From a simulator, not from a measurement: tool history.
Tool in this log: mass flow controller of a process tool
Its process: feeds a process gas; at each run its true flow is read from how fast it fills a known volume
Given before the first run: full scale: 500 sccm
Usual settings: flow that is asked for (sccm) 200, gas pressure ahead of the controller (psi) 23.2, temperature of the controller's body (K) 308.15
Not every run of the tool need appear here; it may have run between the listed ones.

| run | hour | flow that is asked for (sccm) | gas pressure ahead of the controller (psi) | temperature of the controller's body (K) | true flow (%) |
|---|---|---|---|---|---|
| 1 | 0 | 200 | 23.2 | 308.15 | 97.14 |
| 2 | 100.9 | 200 | 23.2 | 308.15 | 97.37 |
| 3 | 300 | 200 | 23.2 | 308.15 | 97.36 |
| 4 | 503.8 | 200 | 23.2 | 308.15 | 97.38 |
| 5 | 659.9 | 200 | 23.2 | 295.15 | 98.91 |
| 6 | 803.8 | 200 | 23.2 | 295.15 | 98.96 |
| 7 | 889.8 | 200 | 23.2 | 295.15 | 98.98 |
| 8 | 1040.1 | 200 | 23.2 | 295.15 | 99.15 |
| 9 | 1232.1 | 200 | 23.2 | 302.15 | 98.38 |
| 10 | 1415.8 | 200 | 40.2 | 308.15 | 98.22 |
| 11 | 1592.1 | 200 | 40.2 | 303.15 | 98.95 |
| 12 | 1719.1 | 200 | 40.2 | 303.15 | 98.89 |
| 13 | 1812.1 | 200 | 23.2 | 308.15 | 98.01 |
| 14 | 1966 | 200 | 23.2 | 308.15 | 98.16 |
| 15 | 2084.9 | 200 | 23.2 | 304.15 | 98.7 |
| 16 | 2199.3 | 200 | 30 | 308.15 | 98.41 |
| 17 | 2361.5 | 200 | 21.5 | 308.15 | 98.36 |
| 18 | 2511.8 | 200 | 21.5 | 308.15 | 98.19 |
| 19 | 2699.9 | 200 | 21.5 | 308.15 | 98.5 |
|  | 2890.3 | gauge calibrated |
| 20 | 2892.1 | 200 | 23.2 | 308.15 | 97.21 |
| 21 | 3089.1 | 200 | 23.2 | 308.15 | 97.15 |
| 22 | 3274.3 | 200 | 40.2 | 308.15 | 97.83 |
| 23 | 3407.5 | 200 | 40.2 | 308.15 | 97.81 |
| 24 | 3511 | 258 | 27.4 | 309.15 | 97.84 |
| 25 | 3630.2 | 152 | 26.5 | 309.15 | 97.34 |
| 26 | 3773.7 | 152 | 26.5 | 309.15 | 97.41 |
| 27 | 3896.1 | 353 | 23.2 | 298.15 | 99.57 |
| 28 | 4088.2 | 167 | 22.9 | 306.15 | 97.72 |
| 29 | 4189.9 | 294 | 23.1 | 299.15 | 99.45 |
| 30 | 4326.9 | 294 | 32.2 | 299.15 | 99.67 |
| 31 | 4464.7 | 241 | 32.9 | 308.15 | 98.56 |
| 32 | 4582.7 | 241 | 23.8 | 306.15 | 98.47 |
| 33 | 4755.3 | 278 | 23.8 | 301.15 | 99.32 |
| 34 | 4864.1 | 337 | 21 | 312.15 | 98.32 |
| 35 | 5070.4 | 337 | 22.3 | 311.15 | 98.77 |
| 36 | 5259.9 | 337 | 22.3 | 311.15 | 98.72 |
|  | 5335.4 | controller's zero set anew |
| 37 | 5420.5 | 337 | 22.3 | 311.15 | 98.83 |
| 38 | 5586.9 | 337 | 38.4 | 306.15 | 99.88 |
| 39 | 5792.4 | 93 | 23.2 | 308.15 | 97.91 |
| 40 | 5977.4 | 384 | 23.2 | 308.15 | 99.68 |
| 41 | 6124.3 | 200 | 37.7 | 305.15 | 99.27 |
| 42 | 6266.5 | 68 | 35.8 | 304.15 | 98.95 |
| 43 | 6376.6 | 68 | 35.8 | 304.15 | 98.87 |
| 44 | 6530 | 68 | 35.8 | 304.15 | 98.92 |
| 45 | 6640.2 | 200 | 23.2 | 293.15 | 100.73 |
| 46 | 6768 | 200 | 28.9 | 293.15 | 100.87 |

Each row is a separate what-if for the run after 46, all from the same tool condition, not one after another. Results?
| A | 6890.3 | 260 | 28.9 | 308.15 | ? |
| B | 6890.3 | 111 | 28.9 | 293.15 | ? |
| C | 6890.3 | 358 | 22.8 | 310.15 | ? |
| D | 6890.3 | 279 | 24.4 | 310.15 | ? |

| run | true flow (%) |
|---|---|
| A | 99.63 |
| B | 100.41 |
| C | 99.84 |
| D | 99.32 |
Take away the tool's hidden state, keep each run's random variation, and the runs would have read:
| run | true flow (%) |
|---|---|
| A | 97.69 |
| B | 98.45 |
| C | 97.89 |
| D | 97.38 |
